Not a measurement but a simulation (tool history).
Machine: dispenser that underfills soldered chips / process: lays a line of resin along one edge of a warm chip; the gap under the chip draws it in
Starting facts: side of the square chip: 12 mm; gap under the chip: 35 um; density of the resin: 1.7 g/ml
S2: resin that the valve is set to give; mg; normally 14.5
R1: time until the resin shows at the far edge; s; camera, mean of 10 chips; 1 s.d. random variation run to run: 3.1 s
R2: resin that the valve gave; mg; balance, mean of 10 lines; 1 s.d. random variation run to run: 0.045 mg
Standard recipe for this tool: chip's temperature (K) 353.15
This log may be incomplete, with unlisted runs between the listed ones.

run 1 hour=0 | chip's_temperature_(K)=353.15 S2=14.5 | R1=816.5 R2=14.34
-- hour=2.7 new syringe of resin
run 2 hour=15.5 | chip's_temperature_(K)=353.15 S2=14.5 | R1=699.7 R2=14.29
-- hour=20.8 new syringe of resin
run 3 hour=26.2 | chip's_temperature_(K)=353.15 S2=14.5 | R1=447.4 R2=14.09
-- hour=39.2 new syringe of resin
run 4 hour=40.9 | chip's_temperature_(K)=353.15 S2=14.5 | R1=367.7 R2=14.11
run 5 hour=53.6 | chip's_temperature_(K)=353.15 S2=14.5 | R1=764.7 R2=14.07
-- hour=57.1 new syringe of resin
run 6 hour=63 | chip's_temperature_(K)=353.15 S2=14.5 | R1=469.9 R2=13.96
-- hour=74.7 new syringe of resin
run 7 hour=79.3 | chip's_temperature_(K)=353.15 S2=14.5 | R1=447.8 R2=13.91
-- hour=85.3 dispensing valve cleaned and set on the balance
-- hour=93.8 new syringe of resin
run 8 hour=93.8 | chip's_temperature_(K)=353.15 S2=14.5 | R1=334.3 R2=14.5
run 9 hour=102.4 | chip's_temperature_(K)=353.15 S2=15.3 | R1=555.9 R2=15.21
-- hour=112.4 new syringe of resin
run 10 hour=117.6 | chip's_temperature_(K)=353.15 S2=15.3 | R1=448.9 R2=15.19
-- hour=130.3 new syringe of resin
run 11 hour=132.2 | chip's_temperature_(K)=353.15 S2=14.5 | R1=376 R2=14.31
-- hour=148.5 new syringe of resin
run 12 hour=149.6 | chip's_temperature_(K)=353.15 S2=14.5 | R1=365 R2=14.15
run 13 hour=163.7 | chip's_temperature_(K)=353.15 S2=18.3 | R1=785.4 R2=17.81
-- hour=166.7 new syringe of resin
run 14 hour=171.2 | chip's_temperature_(K)=353.15 S2=18.3 | R1=441.7 R2=17.76
-- hour=184.4 new syringe of resin
run 15 hour=184.4 | chip's_temperature_(K)=353.15 S2=18.3 | R1=332.5 R2=17.7
run 16 hour=196.2 | chip's_temperature_(K)=353.15 S2=18.3 | R1=651.3 R2=17.62
-- hour=202.1 new syringe of resin
-- hour=212.4 dispensing valve cleaned and set on the balance
run 17 hour=214.7 | chip's_temperature_(K)=353.15 S2=14.5 | R1=654.6 R2=14.47
-- hour=221.8 new syringe of resin
run 18 hour=225 | chip's_temperature_(K)=353.15 S2=12.8 | R1=410.5 R2=12.75
run 19 hour=238.6 | chip's_temperature_(K)=361.15 S2=13.6 | R1=606.2 R2=13.44
-- hour=239.8 new syringe of resin
run 20 hour=250.7 | chip's_temperature_(K)=361.15 S2=13.6 | R1=446.1 R2=13.4
-- hour=257.9 new syringe of resin
run 21 hour=259.1 | chip's_temperature_(K)=340.15 S2=17.9 | R1=652.6 R2=17.63
run 22 hour=268.1 | chip's_temperature_(K)=340.15 S2=17.9 | R1=1091.7 R2=17.55
-- hour=275.9 new syringe of resin
run 23 hour=284.7 | chip's_temperature_(K)=340.15 S2=17.9 | R1=1024.1 R2=17.45
-- hour=294.5 new syringe of resin
run 24 hour=297.4 | chip's_temperature_(K)=352.15 S2=13.7 | R1=429.3 R2=13.26
-- hour=313.1 new syringe of resin
run 25 hour=315 | chip's_temperature_(K)=360.15 S2=14.4 | R1=283.5 R2=13.83
run 26 hour=324.6 | chip's_temperature_(K)=360.15 S2=14 | R1=495.1 R2=13.51
-- hour=331.5 new syringe of resin
run 27 hour=334.7 | chip's_temperature_(K)=366.15 S2=16.5 | R1=235.6 R2=15.8
-- hour=340 dispensing valve cleaned and set on the balance
run 28 hour=343.5 | chip's_temperature_(K)=366.15 S2=16.5 | R1=359.6 R2=16.51
-- hour=350.2 new syringe of resin
run 29 hour=352.3 | chip's_temperature_(K)=345.15 S2=15.9 | R1=544.6 R2=15.8
run 30 hour=363.4 | chip's_temperature_(K)=345.15 S2=15.9 | R1=1021.9 R2=15.76
-- hour=368 new syringe of resin
run 31 hour=371.5 | chip's_temperature_(K)=345.15 S2=15.9 | R1=610.3 R2=15.76
-- hour=386.4 new syringe of resin
run 32 hour=386.6 | chip's_temperature_(K)=349.15 S2=16 | R1=411 R2=15.79
run 33 hour=394.3 | chip's_temperature_(K)=346.15 S2=13 | R1=735.2 R2=12.67
run 34 hour=403.6 | chip's_temperature_(K)=346.15 S2=13 | R1=1264 R2=12.78
-- hour=405.5 new syringe of resin
run 35 hour=416.8 | chip's_temperature_(K)=346.15 S2=13 | R1=913.1 R2=12.66
-- hour=424 new syringe of resin
run 36 hour=434.4 | chip's_temperature_(K)=351.15 S2=15.3 | R1=666.8 R2=14.78

Branching from run 36: 3 alternative next runs. What would each branch give?
-- hour=442 new syringe of resin
run A hour=449.7 | chip's_temperature_(K)=343.15 S2=15.3 | R1=? R2=?
-- hour=442 new syringe of resin
run B hour=449.7 | chip's_temperature_(K)=356.15 S2=17.5 | R1=? R2=?
-- hour=442 new syringe of resin
run C hour=449.7 | chip's_temperature_(K)=364.15 S2=15.2 | R1=? R2=?

run=A R1=871.9 R2=14.72
run=B R1=465.9 R2=16.88
run=C R1=336.3 R2=14.7
What these runs would have given with no unlogged condition in the tool:
run=A R1=499 R2=15.3
run=B R1=269.4 R2=17.54
run=C R1=195.1 R2=15.28
